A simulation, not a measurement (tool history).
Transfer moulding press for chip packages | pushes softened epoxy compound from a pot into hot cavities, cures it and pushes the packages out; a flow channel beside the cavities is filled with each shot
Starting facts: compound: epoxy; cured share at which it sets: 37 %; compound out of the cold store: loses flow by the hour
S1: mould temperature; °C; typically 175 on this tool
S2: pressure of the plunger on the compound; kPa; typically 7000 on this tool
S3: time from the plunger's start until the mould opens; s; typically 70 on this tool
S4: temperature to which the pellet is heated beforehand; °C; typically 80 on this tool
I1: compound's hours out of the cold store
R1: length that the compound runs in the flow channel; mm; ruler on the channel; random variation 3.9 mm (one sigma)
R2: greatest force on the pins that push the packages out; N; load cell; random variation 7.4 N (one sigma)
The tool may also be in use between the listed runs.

{"run": 1, "hour": 0.0, "S1": 175, "S2": 7000, "S3": 70, "S4": 80, "I1": 33.6, "R1": 651, "R2": 370}
{"run": 2, "hour": 60.4, "S1": 175, "S2": 7000, "S3": 109, "S4": 80, "I1": 14.1, "R1": 701, "R2": 319}
{"run": 3, "hour": 100.1, "S1": 175, "S2": 7000, "S3": 70, "S4": 80, "I1": 29.3, "R1": 682, "R2": 380}
{"run": 4, "hour": 160.9, "S1": 175, "S2": 7000, "S3": 70, "S4": 80, "I1": 11.9, "R1": 720, "R2": 401}
{"run": 5, "hour": 207.2, "S1": 175, "S2": 7000, "S3": 55, "S4": 80, "I1": 18.0, "R1": 704, "R2": 657}
{"run": 6, "hour": 264.9, "S1": 175, "S2": 7000, "S3": 70, "S4": 80, "I1": 32.6, "R1": 672, "R2": 398}
{"run": 7, "hour": 307.6, "S1": 175, "S2": 7000, "S3": 70, "S4": 80, "I1": 34.3, "R1": 656, "R2": 454}
{"run": 8, "hour": 357.5, "S1": 175, "S2": 7000, "S3": 81, "S4": 80, "I1": 43.9, "R1": 654, "R2": 389}
{"run": 9, "hour": 386.0, "S1": 175, "S2": 7000, "S3": 81, "S4": 80, "I1": 20.6, "R1": 699, "R2": 351}
{"run": 10, "hour": 444.1, "S1": 175, "S2": 7000, "S3": 81, "S4": 80, "I1": 31.9, "R1": 672, "R2": 333}
{"run": 11, "hour": 499.9, "S1": 175, "S2": 7000, "S3": 81, "S4": 80, "I1": 38.0, "R1": 650, "R2": 304}
{"run": 12, "hour": 523.4, "S1": 175, "S2": 7000, "S3": 81, "S4": 80, "I1": 26.3, "R1": 679, "R2": 423}
{"run": 13, "hour": 581.4, "S1": 175, "S2": 7000, "S3": 70, "S4": 80, "I1": 21.5, "R1": 688, "R2": 434}
{"run": 14, "hour": 621.4, "S1": 177, "S2": 7000, "S3": 70, "S4": 89, "I1": 26.3, "R1": 683, "R2": 439}
{"run": 15, "hour": 665.9, "S1": 175, "S2": 8300, "S3": 70, "S4": 80, "I1": 38.6, "R1": 719, "R2": 384}
{"run": 16, "hour": 726.0, "S1": 175, "S2": 6830, "S3": 70, "S4": 80, "I1": 47.0, "R1": 631, "R2": 367}
{"run": 17, "hour": 784.7, "S1": 175, "S2": 6830, "S3": 70, "S4": 80, "I1": 10.1, "R1": 709, "R2": 355}
{"run": 18, "hour": 825.7, "S1": 175, "S2": 6830, "S3": 70, "S4": 80, "I1": 13.2, "R1": 692, "R2": 407}
{"run": 19, "hour": 851.5, "S1": 175, "S2": 6830, "S3": 71, "S4": 78, "I1": 14.0, "R1": 693, "R2": 380}
{"run": 20, "hour": 913.7, "S1": 176, "S2": 6830, "S3": 89, "S4": 82, "I1": 47.7, "R1": 638, "R2": 330}
{"run": 21, "hour": 969.6, "S1": 175, "S2": 7000, "S3": 70, "S4": 80, "I1": 34.3, "R1": 664, "R2": 432}
{"run": 22, "hour": 1009.8, "S1": 175, "S2": 7000, "S3": 70, "S4": 80, "I1": 19.7, "R1": 693, "R2": 356}
{"run": 23, "hour": 1051.6, "S1": 175, "S2": 7000, "S3": 70, "S4": 80, "I1": 35.2, "R1": 660, "R2": 413}
{"run": 24, "hour": 1101.5, "S1": 175, "S2": 7940, "S3": 53, "S4": 87, "I1": 16.3, "R1": 741, "R2": 482}
{"run": 25, "hour": 1144.0, "S1": 172, "S2": 7940, "S3": 84, "S4": 87, "I1": 8.7, "R1": 792, "R2": 378}

Missing from the log above: 43 entries noted between runs. For each, name the pair of listed runs it sits between and say how the tool's hidden condition differs from the listed run just before to the listed run just after:
From run 1 to run 2: cavities cleaned with cleaning compound and waxed (hour 24.0); cavities cleaned with cleaning compound and waxed (hour 55.6)
  true mould temperature over the reading, C: -0.54 -> -0.62; pressure that reaches the compound, % of what is set: 94.98 -> 93.37; grip of the stained cavities, % over clean ones': 14.4 -> 11.7
  the result without the hidden state subtracted from the measured one, R1: -16 -> -23 mm; R2: +51 -> +34 N
From run 2 to run 3: plunger's sealing rings changed (hour 84.6); cavities cleaned with cleaning compound and waxed (hour 90.9)
  true mould temperature over the reading, C: -0.62 -> -0.67; pressure that reaches the compound, % of what is set: 93.37 -> 99.5; grip of the stained cavities, % over clean ones': 11.7 -> 19.8
  the result without the hidden state subtracted from the measured one, R1: -23 -> +0 mm; R2: +34 -> +68 N
From run 3 to run 4: cavities cleaned with cleaning compound and waxed (hour 122.4); cavities cleaned with cleaning compound and waxed (hour 152.0)
  true mould temperature over the reading, C: -0.67 -> -0.75; pressure that reaches the compound, % of what is set: 99.5 -> 97.94; grip of the stained cavities, % over clean ones': 19.8 -> 21.5
  the result without the hidden state subtracted from the measured one, R1: +0 -> -6 mm; R2: +68 -> +78 N
From run 4 to run 5: cavities cleaned with cleaning compound and waxed (hour 183.9)
  true mould temperature over the reading, C: -0.75 -> -0.82; pressure that reaches the compound, % of what is set: 97.94 -> 96.83; grip of the stained cavities, % over clean ones': 21.5 -> 39
  the result without the hidden state subtracted from the measured one, R1: -6 -> -9 mm; R2: +78 -> +210 N
From run 5 to run 6: mould's thermocouples calibrated (hour 211.6); cavities cleaned with cleaning compound and waxed (hour 218.3); cavities cleaned with cleaning compound and waxed (hour 248.4)
  true mould temperature over the reading, C: -0.82 -> 0.09; pressure that reaches the compound, % of what is set: 96.83 -> 95.47; grip of the stained cavities, % over clean ones': 39 -> 28.2
  the result without the hidden state subtracted from the measured one, R1: -9 -> -16 mm; R2: +210 -> +87 N
From run 6 to run 7: cavities cleaned with cleaning compound and waxed (hour 280.5)
  true mould temperature over the reading, C: 0.09 -> 0.03; pressure that reaches the compound, % of what is set: 95.47 -> 94.25; grip of the stained cavities, % over clean ones': 28.2 -> 42.6
  the result without the hidden state subtracted from the measured one, R1: -16 -> -20 mm; R2: +87 -> +137 N
From run 7 to run 8: cavities cleaned with cleaning compound and waxed (hour 312.6); cavities cleaned with cleaning compound and waxed (hour 343.5); plunger's sealing rings changed (hour 350.7)
  true mould temperature over the reading, C: 0.03 -> -0.04; pressure that reaches the compound, % of what is set: 94.25 -> 99.57; grip of the stained cavities, % over clean ones': 42.6 -> 28.6
  the result without the hidden state subtracted from the measured one, R1: -20 -> -1 mm; R2: +137 -> +87 N
From run 8 to run 9: cavities cleaned with cleaning compound and waxed (hour 377.0)
  true mould temperature over the reading, C: -0.04 -> -0.07; pressure that reaches the compound, % of what is set: 99.57 -> 98.75; grip of the stained cavities, % over clean ones': 28.6 -> 21
  the result without the hidden state subtracted from the measured one, R1: -1 -> -5 mm; R2: +87 -> +61 N
From run 9 to run 10: cavities cleaned with cleaning compound and waxed (hour 406.7); cavities cleaned with cleaning compound and waxed (hour 438.1)
  true mould temperature over the reading, C: -0.07 -> -0.15; pressure that reaches the compound, % of what is set: 98.75 -> 97.27; grip of the stained cavities, % over clean ones': 21 -> 14.9
  the result without the hidden state subtracted from the measured one, R1: -5 -> -9 mm; R2: +61 -> +43 N
From run 10 to run 11: cavities cleaned with cleaning compound and waxed (hour 467.7); cavities cleaned with cleaning compound and waxed (hour 499.9)
  true mould temperature over the reading, C: -0.15 -> -0.22; pressure that reaches the compound, % of what is set: 97.27 -> 95.76; grip of the stained cavities, % over clean ones': 14.9 -> 0.6
  the result without the hidden state subtracted from the measured one, R1: -9 -> -14 mm; R2: +43 -> +2 N
From run 12 to run 13: cavities cleaned with cleaning compound and waxed (hour 529.6); cavities cleaned with cleaning compound and waxed (hour 560.3)
  true mould temperature over the reading, C: -0.25 -> -0.33; pressure that reaches the compound, % of what is set: 95.15 -> 93.64; grip of the stained cavities, % over clean ones': 39.5 -> 36.6
  the result without the hidden state subtracted from the measured one, R1: -17 -> -22 mm; R2: +121 -> +118 N
From run 13 to run 14: cavities cleaned with cleaning compound and waxed (hour 591.8); plunger's sealing rings changed (hour 611.4)
  true mould temperature over the reading, C: -0.33 -> -0.38; pressure that reaches the compound, % of what is set: 93.64 -> 99.24; grip of the stained cavities, % over clean ones': 36.6 -> 41.6
  the result without the hidden state subtracted from the measured one, R1: -22 -> -2 mm; R2: +118 -> +130 N
From run 14 to run 15: cavities cleaned with cleaning compound and waxed (hour 626.2); cavities cleaned with cleaning compound and waxed (hour 656.6)
  true mould temperature over the reading, C: -0.38 -> -0.44; pressure that reaches the compound, % of what is set: 99.24 -> 97.96; grip of the stained cavities, % over clean ones': 41.6 -> 22
  the result without the hidden state subtracted from the measured one, R1: -2 -> -6 mm; R2: +130 -> +74 N
From run 15 to run 16: cavities cleaned with cleaning compound and waxed (hour 687.6); cavities cleaned with cleaning compound and waxed (hour 719.6)
  true mould temperature over the reading, C: -0.44 -> -0.52; pressure that reaches the compound, % of what is set: 97.96 -> 96.32; grip of the stained cavities, % over clean ones': 22 -> 14.8
  the result without the hidden state subtracted from the measured one, R1: -6 -> -11 mm; R2: +74 -> +51 N
From run 16 to run 17: cavities cleaned with cleaning compound and waxed (hour 751.3); cavities cleaned with cleaning compound and waxed (hour 782.4)
  true mould temperature over the reading, C: -0.52 -> -0.59; pressure that reaches the compound, % of what is set: 96.32 -> 94.71; grip of the stained cavities, % over clean ones': 14.8 -> 9.6
  the result without the hidden state subtracted from the measured one, R1: -11 -> -17 mm; R2: +51 -> +36 N
From run 17 to run 18: cavities cleaned with cleaning compound and waxed (hour 813.4)
  true mould temperature over the reading, C: -0.59 -> -0.65; pressure that reaches the compound, % of what is set: 94.71 -> 93.62; grip of the stained cavities, % over clean ones': 9.6 -> 25.3
  the result without the hidden state subtracted from the measured one, R1: -17 -> -21 mm; R2: +36 -> +89 N
From run 18 to run 19: cavities cleaned with cleaning compound and waxed (hour 844.3)
  true mould temperature over the reading, C: -0.65 -> -0.69; pressure that reaches the compound, % of what is set: 93.62 -> 93.02; grip of the stained cavities, % over clean ones': 25.3 -> 17.9
  the result without the hidden state subtracted from the measured one, R1: -21 -> -24 mm; R2: +89 -> +63 N
From run 19 to run 20: plunger's sealing rings changed (hour 871.8); cavities cleaned with cleaning compound and waxed (hour 878.3); cavities cleaned with cleaning compound and waxed (hour 910.1)
  true mould temperature over the reading, C: -0.69 -> -0.77; pressure that reaches the compound, % of what is set: 93.02 -> 98.76; grip of the stained cavities, % over clean ones': 17.9 -> 8.7
  the result without the hidden state subtracted from the measured one, R1: -24 -> -2 mm; R2: +63 -> +27 N
From run 20 to run 21: mould's thermocouples calibrated (hour 936.4); cavities cleaned with cleaning compound and waxed (hour 946.0)
  true mould temperature over the reading, C: -0.77 -> -0.07; pressure that reaches the compound, % of what is set: 98.76 -> 97.39; grip of the stained cavities, % over clean ones': 8.7 -> 40.1
  the result without the hidden state subtracted from the measured one, R1: -2 -> -9 mm; R2: +27 -> +122 N
From run 21 to run 22: cavities cleaned with cleaning compound and waxed (hour 976.5); cavities cleaned with cleaning compound and waxed (hour 1007.0)
  true mould temperature over the reading, C: -0.07 -> -0.12; pressure that reaches the compound, % of what is set: 97.39 -> 96.35; grip of the stained cavities, % over clean ones': 40.1 -> 10.8
  the result without the hidden state subtracted from the measured one, R1: -9 -> -13 mm; R2: +122 -> +35 N
From run 22 to run 23: cavities cleaned with cleaning compound and waxed (hour 1037.4)
  true mould temperature over the reading, C: -0.12 -> -0.18; pressure that reaches the compound, % of what is set: 96.35 -> 95.17; grip of the stained cavities, % over clean ones': 10.8 -> 30.2
  the result without the hidden state subtracted from the measured one, R1: -13 -> -17 mm; R2: +35 -> +98 N
From run 23 to run 24: cavities cleaned with cleaning compound and waxed (hour 1068.0); cavities cleaned with cleaning compound and waxed (hour 1101.5)
  true mould temperature over the reading, C: -0.18 -> -0.25; pressure that reaches the compound, % of what is set: 95.17 -> 93.9; grip of the stained cavities, % over clean ones': 30.2 -> 1.3
  the result without the hidden state subtracted from the measured one, R1: -17 -> -23 mm; R2: +98 -> +14 N
From run 24 to run 25: plunger's sealing rings changed (hour 1133.9); cavities cleaned with cleaning compound and waxed (hour 1135.4)
  true mould temperature over the reading, C: -0.25 -> -0.3; pressure that reaches the compound, % of what is set: 93.9 -> 99.06; grip of the stained cavities, % over clean ones': 1.3 -> 21.2
  the result without the hidden state subtracted from the measured one, R1: -23 -> -3 mm; R2: +14 -> +67 N

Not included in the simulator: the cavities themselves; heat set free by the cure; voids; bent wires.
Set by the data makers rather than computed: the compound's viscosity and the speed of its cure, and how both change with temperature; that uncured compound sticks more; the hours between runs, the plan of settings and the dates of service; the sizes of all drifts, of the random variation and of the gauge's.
